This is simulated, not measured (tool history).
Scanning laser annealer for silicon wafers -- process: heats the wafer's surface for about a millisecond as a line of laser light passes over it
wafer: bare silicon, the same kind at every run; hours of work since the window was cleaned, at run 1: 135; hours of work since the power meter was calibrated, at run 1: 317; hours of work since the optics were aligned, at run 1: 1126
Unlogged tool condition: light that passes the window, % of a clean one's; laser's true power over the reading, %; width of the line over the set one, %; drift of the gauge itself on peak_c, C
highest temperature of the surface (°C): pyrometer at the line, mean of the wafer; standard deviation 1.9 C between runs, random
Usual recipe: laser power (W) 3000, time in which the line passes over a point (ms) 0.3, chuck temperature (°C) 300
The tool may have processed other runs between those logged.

run	day	laser power (W)	time in which the line passes over a point (ms)	chuck temperature (°C)	hours of work since the window was cleaned	hours of work since the power meter was calibrated	hours of work since the optics were aligned	highest temperature of the surface (°C)
1	0	3000	0.3	300	135	317	1126	1107
2	0.567	3000	0.3	312	142	324	1132	1117
3	1.504	3000	0.3	326	152	334	1142	1131
4	2.296	3000	0.3	286	160	342	1151	1094
5	2.871	3000	0.3	286	167	349	1157	1091
6	3.867	3000	0.3	286	178	360	1168	1091
7	4.408	3000	0.245	300	183	365	1174	1035
8	5.158	2635	0.3	300	192	374	1182	993
9	5.971	3000	0.3	300	201	382	1191	1102
10	6.529	3000	0.3	300	207	389	1197	1108
11	7.283	3000	0.3	300	215	397	1205	1103
12	7.996	3000	0.3	300	223	405	1213	1103
13	8.817	3000	0.3	334	232	414	1222	1137
14	9.55	3009	0.3	334	240	422	1230	1142
15	10.546	3140	0.3	269	250	432	1241	1115
16	11.117	2981	0.31	326	257	439	1247	1136
# day 11.304: laser's power meter calibrated
17	11.725	2981	0.31	326	262	5	1253	1135
18	12.7	3035	0.325	300	273	15	1263	1142
# day 13.246: laser's power meter calibrated, once more
19	13.425	2869	0.3	300	279	2	1270	1062
20	14.088	2869	0.3	300	286	9	1277	1061
21	14.683	3151	0.3	300	293	16	1283	1146
22	15.692	2601	0.238	300	304	27	1294	905
23	16.362	3011	0.248	289	311	34	1302	1028
24	17.075	2881	0.35	275	319	42	1310	1094
25	17.625	2854	0.377	315	325	48	1316	1152

Pick out some run-to-run changes in highest temperature of the surface (°C). Of each, how much would a tool without hidden state show as well, from the settings, what came in and chance, and how much is left for the hidden state and any gauge scatter not in both results compared?
Run 21 -> 22: laser power (W) 3151 -> 2601, time in which the line passes over a point (ms) 0.3 -> 0.238. highest temperature of the surface (°C) -241: hidden state +8, all else -249.
Run 22 -> 23: laser power (W) 2601 -> 3011, time in which the line passes over a point (ms) 0.238 -> 0.248, chuck temperature (°C) 300 -> 289. highest temperature of the surface (°C) +123: hidden state -5, all else +128.

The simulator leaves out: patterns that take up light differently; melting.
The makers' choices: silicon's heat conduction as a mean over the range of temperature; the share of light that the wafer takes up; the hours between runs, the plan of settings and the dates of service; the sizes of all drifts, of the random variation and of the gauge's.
